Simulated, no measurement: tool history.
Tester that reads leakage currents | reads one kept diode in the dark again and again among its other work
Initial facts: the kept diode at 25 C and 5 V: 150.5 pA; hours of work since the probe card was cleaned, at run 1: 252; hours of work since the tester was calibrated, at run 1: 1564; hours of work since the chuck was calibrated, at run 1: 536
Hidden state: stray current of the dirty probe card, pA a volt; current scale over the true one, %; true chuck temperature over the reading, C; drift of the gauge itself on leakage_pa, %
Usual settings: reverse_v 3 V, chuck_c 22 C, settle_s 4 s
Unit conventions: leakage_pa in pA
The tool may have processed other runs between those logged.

| run | day | reverse_v | chuck_c | settle_s | hours of work since the probe card was cleaned | hours of work since the tester was calibrated | hours of work since the chuck was calibrated | leakage_pa |
|---|---|---|---|---|---|---|---|---|
| 1 | 0 | 3 | 22 | 4 | 252 | 1564 | 536 | 89.31 |
| 2 | 1.033 | 3 | 22 | 4 | 264 | 1576 | 548 | 88.69 |
| 3 | 2.421 | 3 | 22 | 1.32 | 280 | 1593 | 564 | 89.31 |
| 4 | 4.067 | 3 | 43 | 4 | 300 | 1612 | 584 | 464.29 |
| 5 | 5.704 | 3 | 43 | 4 | 319 | 1631 | 603 | 460.49 |
| 6 | 7.254 | 3 | 43 | 4 | 337 | 1649 | 621 | 458.5 |
| 7 | 8.162 | 9.39 | 22 | 4 | 348 | 1660 | 632 | 133.99 |
| 8 | 9.138 | 9.39 | 22 | 4 | 359 | 1671 | 643 | 133.91 |
| 9 | 10.192 | 3 | 22 | 4 | 372 | 1684 | 655 | 86.93 |
| 10 | 11.362 | 3 | 22 | 7.52 | 385 | 1697 | 669 | 86.92 |
| 11 | 12.729 | 3 | 22 | 4 | 401 | 1713 | 685 | 87.1 |
| 12 | 13.888 | 3 | 22 | 4 | 415 | 1727 | 699 | 86.46 |
| 13 | 15.321 | 3 | 22 | 4 | 432 | 1744 | 716 | 86.61 |
| 14 | 16.083 | 3 | 22 | 2.92 | 441 | 1753 | 724 | 86.34 |
| 15 | 17.288 | 3 | 22 | 2.92 | 455 | 1767 | 739 | 86.3 |
| 16 | 18.171 | 3 | 22 | 2.92 | 465 | 1777 | 749 | 86.36 |
| 17 | 19.158 | 3 | 22 | 2.92 | 477 | 1789 | 761 | 85.95 |
| 18 | 20.15 | 3 | 22 | 4 | 488 | 1800 | 772 | 85.51 |
| 19 | 21.542 | 3 | 22 | 4 | 505 | 1817 | 788 | 85.16 |
| 20 | 22.412 | 3 | 22 | 4 | 515 | 1827 | 799 | 85.83 |
| 21 | 24.088 | 3 | 22 | 4 | 534 | 1846 | 818 | 85.24 |
| 22 | 25.117 | 3 | 25 | 4 | 546 | 1859 | 830 | 108.76 |
| 23 | 25.962 | 3 | 25 | 4 | 556 | 1868 | 840 | 108.84 |
| 24 | 27.783 | 1.14 | 29 | 1.3 | 578 | 1890 | 862 | 105.72 |
| 25 | 28.812 | 18.47 | 29 | 3.01 | 590 | 1902 | 874 | 297.69 |
| 26 | 29.858 | 18.47 | 38 | 3.23 | 602 | 1914 | 886 | 589.27 |
|  | 31.446 | chuck's temperature calibrated |
| 27 | 31.471 | 10.54 | 22 | 0.43 | 620 | 1932 | 0 | 167.86 |
| 28 | 32.567 | 7.93 | 48 | 0.92 | 633 | 1945 | 13 | 1042.92 |
| 29 | 33.354 | 3 | 24 | 4 | 642 | 1954 | 22 | 117.08 |
| 30 | 34.192 | 3 | 24 | 4 | 652 | 1964 | 32 | 117.17 |
| 31 | 36 | 3 | 22 | 5.05 | 673 | 1985 | 53 | 98.63 |
| 32 | 37.575 | 3 | 22 | 5.05 | 692 | 2004 | 72 | 98.26 |
| 33 | 39.175 | 3 | 22 | 5.05 | 710 | 2022 | 91 | 97.82 |
| 34 | 39.988 | 5.72 | 22 | 0.32 | 720 | 2032 | 100 | 131.09 |
| 35 | 40.992 | 5.72 | 22 | 0.32 | 732 | 2044 | 112 | 131.29 |
| 36 | 42.488 | 3 | 34 | 7.05 | 749 | 2061 | 129 | 253.97 |
| 37 | 43.758 | 1.04 | 24 | 4 | 764 | 2076 | 144 | 77.86 |
| 38 | 44.738 | 1.04 | 24 | 4 | 775 | 2087 | 156 | 77.71 |
| 39 | 45.917 | 1.04 | 24 | 4 | 789 | 2101 | 170 | 77.14 |

Entry by entry between the runs, the difference in hidden state between the last listed run before and the first listed run after:
Between runs 26 and 27: chuck's temperature calibrated (day 31.446)
  stray current of the dirty probe card, pA a volt: 0.494 -> 0.507; current scale over the true one, %: 0.57 -> 0.58; true chuck temperature over the reading, C: -2.07 -> -0.02
  what was measured, less what the result would be without the hidden state, leakage_pa: -86.06 -> +5.79 pA
